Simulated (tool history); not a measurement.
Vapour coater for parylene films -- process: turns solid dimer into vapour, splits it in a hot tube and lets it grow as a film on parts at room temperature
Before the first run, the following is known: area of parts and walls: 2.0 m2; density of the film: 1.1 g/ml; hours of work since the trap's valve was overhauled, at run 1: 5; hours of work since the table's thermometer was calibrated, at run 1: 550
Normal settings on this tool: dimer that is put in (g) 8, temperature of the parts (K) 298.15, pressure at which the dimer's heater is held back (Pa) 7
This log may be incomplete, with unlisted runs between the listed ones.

| run | day | dimer that is put in (g) | temperature of the parts (K) | pressure at which the dimer's heater is held back (Pa) | hours of work since the trap's valve was overhauled | hours of work since the table's thermometer was calibrated | thickness of the film (nm) |
|---|---|---|---|---|---|---|---|
| 1 | 0 | 8 | 298.15 | 7 | 5 | 550 | 1790 |
| 2 | 0.588 | 8 | 298.15 | 10.48 | 16 | 561 | 1650 |
| 3 | 1.425 | 8 | 298.15 | 10.48 | 32 | 576 | 1650 |
| 4 | 2.162 | 8 | 295.15 | 7 | 46 | 590 | 1890 |
| 5 | 2.721 | 8 | 295.15 | 7 | 56 | 601 | 1900 |
| 6 | 3.146 | 8 | 295.15 | 7 | 64 | 608 | 1890 |
| 7 | 4.05 | 9 | 298.15 | 7 | 81 | 625 | 1970 |
| 8 | 4.6 | 9 | 298.15 | 7 | 91 | 636 | 1980 |
| 9 | 5.288 | 4 | 298.15 | 7 | 104 | 648 | 870 |
| 10 | 6.121 | 8 | 298.15 | 2.54 | 120 | 664 | 2120 |
| 11 | 6.583 | 8 | 298.15 | 2.54 | 128 | 673 | 2130 |
| 12 | 6.971 | 8 | 298.15 | 2.54 | 136 | 680 | 2090 |
| 13 | 7.383 | 4 | 290.15 | 7 | 143 | 688 | 1040 |
| 14 | 8.292 | 8 | 297.15 | 11.25 | 160 | 704 | 1610 |
| 15 | 9.175 | 7 | 307.15 | 5.18 | 177 | 721 | 1280 |
| 16 | 9.846 | 4 | 298.15 | 10.55 | 189 | 733 | 790 |
| 17 | 10.538 | 12 | 292.15 | 10.55 | 202 | 746 | 2700 |
| 18 | 11.308 | 10 | 304.15 | 2.64 | 216 | 761 | 2240 |
| 19 | 12.217 | 8 | 292.15 | 7 | 233 | 778 | 1940 |
| 20 | 12.683 | 8 | 301.15 | 7 | 242 | 786 | 1560 |
| 21 | 13.083 | 12 | 291.15 | 2.04 | 250 | 794 | 3760 |
| 22 | 13.817 | 8 | 310.15 | 7.56 | 263 | 808 | 1240 |
| 23 | 14.65 | 8 | 310.15 | 7.56 | 279 | 823 | 1250 |
| 24 | 15.404 | 6 | 296.15 | 7 | 293 | 837 | 1290 |

What if the next run were any one of these 4? Each begins from the tool's condition after run 24:
| A | 15.912 | 8 | 296.15 | 7 | 302 | 847 | ? |
| B | 15.912 | 6 | 292.15 | 11.56 | 302 | 847 | ? |
| C | 15.912 | 11 | 302.15 | 2.05 | 302 | 847 | ? |
| D | 15.912 | 7 | 292.15 | 3.38 | 302 | 847 | ? |

| run | thickness of the film (nm) |
|---|---|
| A | 1730 |
| B | 1300 |
| C | 2620 |
| D | 1930 |
Had the tool no hidden state, the same runs would have come out as:
| run | thickness of the film (nm) |
|---|---|
| A | 1890 |
| B | 1420 |
| C | 2860 |
| D | 2110 |

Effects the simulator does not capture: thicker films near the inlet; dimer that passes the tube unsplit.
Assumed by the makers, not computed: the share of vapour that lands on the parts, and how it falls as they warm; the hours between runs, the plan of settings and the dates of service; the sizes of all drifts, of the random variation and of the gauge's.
